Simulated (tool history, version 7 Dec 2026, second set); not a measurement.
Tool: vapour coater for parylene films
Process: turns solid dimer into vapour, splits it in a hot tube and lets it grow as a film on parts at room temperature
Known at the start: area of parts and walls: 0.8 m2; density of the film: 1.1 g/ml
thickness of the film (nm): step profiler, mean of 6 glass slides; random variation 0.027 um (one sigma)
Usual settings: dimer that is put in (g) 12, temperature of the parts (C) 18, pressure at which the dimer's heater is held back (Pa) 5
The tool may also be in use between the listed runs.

run   hour  dimer that is put in (g)  temperature of the parts (C)  pressure at which the dimer's heater is held back (Pa)  thickness of the film (nm)
  1      0                        12                            18                                                       5                       10570
  2   15.3                        12                            18                                                       5                       10650
  3   36.1                        12                            18                                                       5                       10560
  4   46.6                        12                            24                                                       5                        9300
  5   63.3                        12                            18                                                       5                       10610
  6   75.4                        12                            18                                                    4.05                       10790
  7   96.9                        12                            18                                                       5                       10570
  8  106.3                        12                            18                                                       5                       10670
  9  116.8                        12                            18                                                    2.74                       11270
 10  132.7                        12                            18                                                       5                       10540
 11  143.2                         9                            18                                                       5                        7930
 12  160.9                         9                            18                                                       5                        7950
 13  170.9                         9                            18                                                       5                        7900
 14  180.7                         9                            18                                                       5                        7960
 15  190.8                        12                            18                                                    5.31                       10490
 16  209.8                        12                            18                                                    5.31                       10530
     214.8  -- trap's valve overhauled
 17  229.4                        12                            18                                                    5.31                       10530
 18  250.6                        12                            18                                                    7.72                       10200
 19  271.6                        10                            18                                                    9.85                        8280
 20  283.7                        10                            18                                                    9.85                        8270
 21  294.2                        17                            23                                                    2.57                       14460
 22  307.6                        10                            17                                                    2.57                        9630
 23  319.3                        10                            17                                                    8.58                        8550
 24  333.8                        16                            24                                                    3.18                       13070
 25  353.2                        16                            24                                                    3.18                       13030
 26  369.8                        10                            24                                                    9.53                        7290
 27  380.3                        20                            13                                                    9.53                       18460
 28  391.9                        20                            13                                                    9.53                       18450
 29  412.6                         5                            15                                                    3.97                        4840
 30    427                         6                            23                                                    2.82                        5070
 31  441.9                         6                            15                                                    2.82                        5990
 32  454.7                         6                            15                                                    2.82                        5980

4 ways to go on from here, each from the tool as it stands after run 32. What would each give?
  A   469                         6                            21                                                    2.82                           ?
  B   469                        13                            29                                                    2.04                           ?
  C   469                        10                            15                                                    2.82                           ?
  D   469                         6                            17                                                    2.82                           ?

run  thickness of the film (nm)
  A                        5260
  B                        9910
  C                       10010
  D                        5760
Without the tool's hidden state the same runs would have given:
run  thickness of the film (nm)
  A                        5260
  B                        9910
  C                       10020
  D                        5760
